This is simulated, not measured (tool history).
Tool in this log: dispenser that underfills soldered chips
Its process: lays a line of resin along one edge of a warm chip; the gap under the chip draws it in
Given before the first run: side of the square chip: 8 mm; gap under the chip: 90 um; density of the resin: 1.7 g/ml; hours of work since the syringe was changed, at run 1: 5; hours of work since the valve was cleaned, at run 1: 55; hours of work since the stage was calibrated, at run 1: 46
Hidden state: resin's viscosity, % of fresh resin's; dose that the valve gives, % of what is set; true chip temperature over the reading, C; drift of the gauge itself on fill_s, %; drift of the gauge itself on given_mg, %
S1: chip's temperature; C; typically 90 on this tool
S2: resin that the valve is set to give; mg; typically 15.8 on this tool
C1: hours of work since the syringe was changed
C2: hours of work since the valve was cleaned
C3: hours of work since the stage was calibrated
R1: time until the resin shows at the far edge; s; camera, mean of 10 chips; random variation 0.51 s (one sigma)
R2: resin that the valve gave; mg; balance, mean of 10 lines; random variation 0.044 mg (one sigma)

run    day   S1    S2  C1   C2   C3    R1     R2
  1  0.000   90  15.8   5   55   46  55.3  15.35
     0.129  -- new syringe of resin
  2  0.154   90  15.8   0   58   48  42.6  15.43
  3  0.242   90  15.8   2   59   49  46.2  15.38
  4  0.417   90  15.8   4   61   52  52.6  15.31
  5  0.500   90  15.8   5   63   53  57.5  15.34
     0.588  -- new syringe of resin
  6  0.675   81  15.8   1   65   55  64.9  15.35
  7  0.833   90  15.8   4   67   58  51.8  15.31
  8  0.996   90  15.8   6   70   60  59.6  15.32
     1.050  -- new syringe of resin
  9  1.188   76  15.8   2   72   63  81.3  15.25
 10  1.379   90  15.8   5   75   65  53.4  15.16
     1.512  -- new syringe of resin
 11  1.521   92  15.8   0   77   67  39.8  15.17
 12  1.612   90  15.8   2   78   69  45.3  15.23
 13  1.817   90  15.8   4   81   72  54.2  15.23
     1.971  -- new syringe of resin
 14  2.029   90  15.8   1   84   75  43.4  15.18
 15  2.212   90  15.8   3   87   77  50.8  15.33
 16  2.412  100  15.8   6   90   80  41.4  15.14
     2.442  -- new syringe of resin
 17  2.550  100  15.8   2   91   82  31.6  15.14
 18  2.679  103  15.0   3   93   84  32.1  14.38
 19  2.838   77  14.4   6   96   86  98.5  13.80
     2.904  -- new syringe of resin
 20  2.938   88  19.3   0   97   87  44.7  18.50
 21  3.117   85  17.7   3   99   90  59.3  16.93
 22  3.212   87  13.4   4  101   91  63.0  12.88
 23  3.321   78  15.8   6  102   93  96.0  15.06
     3.362  -- new syringe of resin
 24  3.508   88  16.7   2  105   95  49.8  15.89
 25  3.662   98  14.9   4  107   98  40.1  14.18
 26  3.796   98  14.9   6  109  100  44.9  14.23
     3.833  -- new syringe of resin
 27  3.917   98  14.9   1  111  101  34.3  14.24
 28  4.088   94  17.7   4  113  104  45.1  16.79
 29  4.262   94  17.7   6  116  106  51.9  16.77
     4.304  -- new syringe of resin
     4.392  -- dispensing valve cleaned and set on the balance
 30  4.446   82  14.8   1    1  108  61.8  14.81
 31  4.646   97  18.2   4    4  111  41.7  18.16
     4.808  -- new syringe of resin
 32  4.842   86  16.2   0    6  114  50.3  16.17
 33  4.971   77  14.5   2    8  116  81.5  14.44
 34  5.088   94  13.8   4   10  117  46.3  13.68

Alternative continuations, all from the tool just after run 34; predict every row:
  A  5.204  82  19.2   6  12  119   ?   ?
  B  5.204  77  19.4   6  12  119   ?   ?
  C  5.204  87  19.5   6  12  119   ?   ?

run    R1     R2
  A  80.1  19.08
  B  96.1  19.37
  C  64.5  19.37
What these runs would have given with no unlogged condition in the tool:
run    R1     R2
  A  56.0  19.18
  B  67.0  19.47
  C  45.2  19.47

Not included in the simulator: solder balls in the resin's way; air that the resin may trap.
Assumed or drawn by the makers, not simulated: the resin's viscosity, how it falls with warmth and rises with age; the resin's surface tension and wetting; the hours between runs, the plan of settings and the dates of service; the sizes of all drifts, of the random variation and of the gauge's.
